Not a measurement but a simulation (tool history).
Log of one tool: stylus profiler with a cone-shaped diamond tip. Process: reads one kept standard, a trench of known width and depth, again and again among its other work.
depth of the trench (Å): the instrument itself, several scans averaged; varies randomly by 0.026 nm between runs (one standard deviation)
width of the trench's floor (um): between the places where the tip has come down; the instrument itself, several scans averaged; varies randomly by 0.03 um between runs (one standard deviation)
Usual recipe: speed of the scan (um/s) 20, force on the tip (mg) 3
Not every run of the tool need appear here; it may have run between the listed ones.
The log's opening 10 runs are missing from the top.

run	hour	speed of the scan (um/s)	force on the tip (mg)	scans with this tip	hours of work since the height scale was calibrated	depth of the trench (Å)	width of the trench's floor (um)
11	336.9	20	3	5599	981	1008.7	98.48
12	388.2	20	3	5717	1001	1008.7	98.55
13	431.9	20	3	5817	1019	1008.4	98.57
14	466.6	20	3	5897	1033	1008.4	98.56
15	496.3	20	3	5965	1045	1009	98.51
16	539	20	3	6063	1062	1009.2	98.45
17	589.2	20	3	6178	1082	1009.1	98.55
18	638	20	3	6290	1102	1008.9	98.46
19	670	11	3	6364	1115	1009	98.47
20	712.6	11	3	6462	1132	1009	98.58
21	749.9	11	3	6547	1147	1008.8	98.5
22	775.7	11	3	6607	1157	1008.7	98.54
23	821.1	73	3	6711	1176	1008.2	98.29
24	860.2	80	2.11	6800	1191	1006.9	98.12
25	913.3	20	5.21	6923	1213	1012.9	98.48
26	956.2	20	5.21	7021	1230	1012.5	98.59

What does the tool deliver on the next run?
27	999.3	58	2.56	7120	1247	?	?

Run 27 measured depth of the trench (Å) 1007.9, width of the trench's floor (um) 98.29.
Minus the tool's unlogged condition, the same run would have read depth of the trench (Å) 1007.9, width of the trench's floor (um) 98.29.
